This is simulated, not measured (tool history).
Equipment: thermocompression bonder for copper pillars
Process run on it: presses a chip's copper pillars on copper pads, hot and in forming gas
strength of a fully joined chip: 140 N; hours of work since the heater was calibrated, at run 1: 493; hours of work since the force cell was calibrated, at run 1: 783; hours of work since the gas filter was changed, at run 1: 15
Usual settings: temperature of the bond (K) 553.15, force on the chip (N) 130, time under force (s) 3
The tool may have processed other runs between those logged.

| run | hour | temperature of the bond (K) | force on the chip (N) | time under force (s) | hours of work since the heater was calibrated | hours of work since the force cell was calibrated | hours of work since the gas filter was changed | force that shears a chip off (N) |
|---|---|---|---|---|---|---|---|---|
| 1 | 0 | 553.15 | 130 | 3 | 493 | 783 | 15 | 73.4 |
| 2 | 47.7 | 553.15 | 130 | 3 | 519 | 809 | 41 | 73.9 |
| 3 | 131.4 | 553.15 | 130 | 3 | 565 | 855 | 86 | 73 |
| 4 | 217.3 | 553.15 | 130 | 3 | 611 | 901 | 133 | 70.9 |
| 5 | 284.7 | 553.15 | 130 | 3 | 648 | 938 | 170 | 70.6 |
| 6 | 375.8 | 553.15 | 130 | 3 | 698 | 988 | 219 | 68.9 |
| 7 | 417.8 | 553.15 | 130 | 3 | 721 | 1011 | 242 | 67 |
| 8 | 474.3 | 553.15 | 130 | 3 | 751 | 1041 | 273 | 67 |
|  | 532.8 | forming gas filter changed |
| 9 | 569.3 | 553.15 | 139 | 3 | 803 | 1093 | 20 | 78.6 |
| 10 | 663.1 | 553.15 | 130 | 6 | 854 | 1144 | 71 | 87.8 |
| 11 | 741.1 | 553.15 | 130 | 6 | 896 | 1186 | 113 | 88.8 |
| 12 | 805.7 | 526.15 | 130 | 4 | 932 | 1221 | 149 | 51 |
|  | 813.2 | heater calibrated with a thermocouple chip |
| 13 | 896.2 | 526.15 | 130 | 4 | 45 | 1270 | 197 | 54.5 |
| 14 | 947.6 | 573.15 | 169 | 2 | 73 | 1298 | 225 | 93.5 |
| 15 | 1034.8 | 541.15 | 130 | 3 | 121 | 1345 | 272 | 59.2 |
| 16 | 1080.5 | 544.15 | 144 | 7 | 146 | 1370 | 297 | 85.5 |
|  | 1093.8 | forming gas filter changed |
| 17 | 1171.6 | 535.15 | 144 | 8 | 195 | 1419 | 42 | 89 |

Predict each of these 3 candidate next runs independently; none follows another, all start after run 17:
| A | 1246.6 | 536.15 | 155 | 3 | 236 | 1460 | 83 | ? |
| B | 1246.6 | 577.15 | 130 | 3 | 236 | 1460 | 83 | ? |
| C | 1246.6 | 534.15 | 144 | 5 | 236 | 1460 | 83 | ? |

| run | force that shears a chip off (N) |
|---|---|
| A | 66.6 |
| B | 98.3 |
| C | 73.5 |
With the hidden condition removed and each run's random variation left untouched, the same runs would have given:
| run | force that shears a chip off (N) |
|---|---|
| A | 67.5 |
| B | 100 |
| C | 74.5 |
